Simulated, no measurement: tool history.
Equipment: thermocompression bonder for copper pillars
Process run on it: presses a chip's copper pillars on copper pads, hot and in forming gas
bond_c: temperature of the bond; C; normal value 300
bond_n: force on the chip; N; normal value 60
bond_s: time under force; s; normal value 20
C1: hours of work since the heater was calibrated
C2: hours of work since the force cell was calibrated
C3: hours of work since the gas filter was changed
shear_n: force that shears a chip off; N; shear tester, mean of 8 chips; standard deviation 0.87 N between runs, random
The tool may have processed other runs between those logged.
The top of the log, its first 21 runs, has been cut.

{"run": 22, "hour": 675.7, "bond_c": 327, "bond_n": 88, "bond_s": 20, "C1": 1036, "C2": 1497, "C3": 166, "shear_n": 99.2}
{"hour": 703.3, "done": "heater calibrated with a thermocouple chip"}
{"run": 23, "hour": 706.8, "bond_c": 327, "bond_n": 88, "bond_s": 20, "C1": 3, "C2": 1518, "C3": 187, "shear_n": 107.7}
{"run": 24, "hour": 740.0, "bond_c": 327, "bond_n": 88, "bond_s": 20, "C1": 27, "C2": 1543, "C3": 212, "shear_n": 108.7}
{"run": 25, "hour": 766.8, "bond_c": 300, "bond_n": 61, "bond_s": 20, "C1": 47, "C2": 1562, "C3": 231, "shear_n": 63.7}
{"run": 26, "hour": 807.7, "bond_c": 278, "bond_n": 60, "bond_s": 20, "C1": 77, "C2": 1592, "C3": 261, "shear_n": 43.7}
{"run": 27, "hour": 832.3, "bond_c": 278, "bond_n": 60, "bond_s": 20, "C1": 95, "C2": 1610, "C3": 279, "shear_n": 43.3}
{"run": 28, "hour": 871.6, "bond_c": 319, "bond_n": 38, "bond_s": 18, "C1": 123, "C2": 1639, "C3": 308, "shear_n": 52.0}
{"hour": 890.4, "done": "forming gas filter changed"}
{"hour": 895.5, "done": "force cell calibrated"}
{"run": 29, "hour": 897.7, "bond_c": 319, "bond_n": 38, "bond_s": 18, "C1": 141, "C2": 2, "C3": 4, "shear_n": 59.5}
{"run": 30, "hour": 923.3, "bond_c": 308, "bond_n": 45, "bond_s": 18, "C1": 160, "C2": 20, "C3": 23, "shear_n": 55.4}
{"run": 31, "hour": 948.9, "bond_c": 295, "bond_n": 54, "bond_s": 24, "C1": 179, "C2": 39, "C3": 42, "shear_n": 61.5}
{"run": 32, "hour": 968.6, "bond_c": 295, "bond_n": 54, "bond_s": 24, "C1": 193, "C2": 54, "C3": 56, "shear_n": 61.8}
{"run": 33, "hour": 991.2, "bond_c": 298, "bond_n": 54, "bond_s": 44, "C1": 210, "C2": 70, "C3": 73, "shear_n": 78.2}
{"run": 34, "hour": 1021.5, "bond_c": 298, "bond_n": 54, "bond_s": 44, "C1": 232, "C2": 92, "C3": 95, "shear_n": 76.9}
{"run": 35, "hour": 1060.8, "bond_c": 320, "bond_n": 41, "bond_s": 16, "C1": 261, "C2": 121, "C3": 124, "shear_n": 56.0}
{"run": 36, "hour": 1091.0, "bond_c": 320, "bond_n": 41, "bond_s": 24, "C1": 283, "C2": 143, "C3": 146, "shear_n": 66.3}
{"run": 37, "hour": 1123.3, "bond_c": 286, "bond_n": 60, "bond_s": 18, "C1": 307, "C2": 167, "C3": 170, "shear_n": 50.8}
{"run": 38, "hour": 1144.1, "bond_c": 286, "bond_n": 60, "bond_s": 18, "C1": 322, "C2": 182, "C3": 185, "shear_n": 50.2}
{"run": 39, "hour": 1164.9, "bond_c": 326, "bond_n": 39, "bond_s": 57, "C1": 337, "C2": 198, "C3": 200, "shear_n": 89.8}
{"run": 40, "hour": 1200.1, "bond_c": 295, "bond_n": 60, "bond_s": 38, "C1": 363, "C2": 223, "C3": 226, "shear_n": 73.2}

Each row is a separate what-if for the run after 40, all from the same tool condition, not one after another. Results?
{"run": "A", "hour": 1226.2, "bond_c": 300, "bond_n": 66, "bond_s": 39, "C1": 382, "C2": 243, "C3": 245, "shear_n": "?"}
{"run": "B", "hour": 1226.2, "bond_c": 280, "bond_n": 47, "bond_s": 40, "C1": 382, "C2": 243, "C3": 245, "shear_n": "?"}
{"run": "C", "hour": 1226.2, "bond_c": 322, "bond_n": 81, "bond_s": 59, "C1": 382, "C2": 243, "C3": 245, "shear_n": "?"}
{"run": "D", "hour": 1226.2, "bond_c": 294, "bond_n": 60, "bond_s": 20, "C1": 382, "C2": 243, "C3": 245, "shear_n": "?"}

run=A shear_n=83.6
run=B shear_n=50.2
run=C shear_n=124.6
run=D shear_n=58.1
Take away the tool's hidden state, keep each run's random variation, and the runs would have read:
run=A shear_n=94.0
run=B shear_n=57.9
run=C shear_n=135.5
run=D shear_n=66.5

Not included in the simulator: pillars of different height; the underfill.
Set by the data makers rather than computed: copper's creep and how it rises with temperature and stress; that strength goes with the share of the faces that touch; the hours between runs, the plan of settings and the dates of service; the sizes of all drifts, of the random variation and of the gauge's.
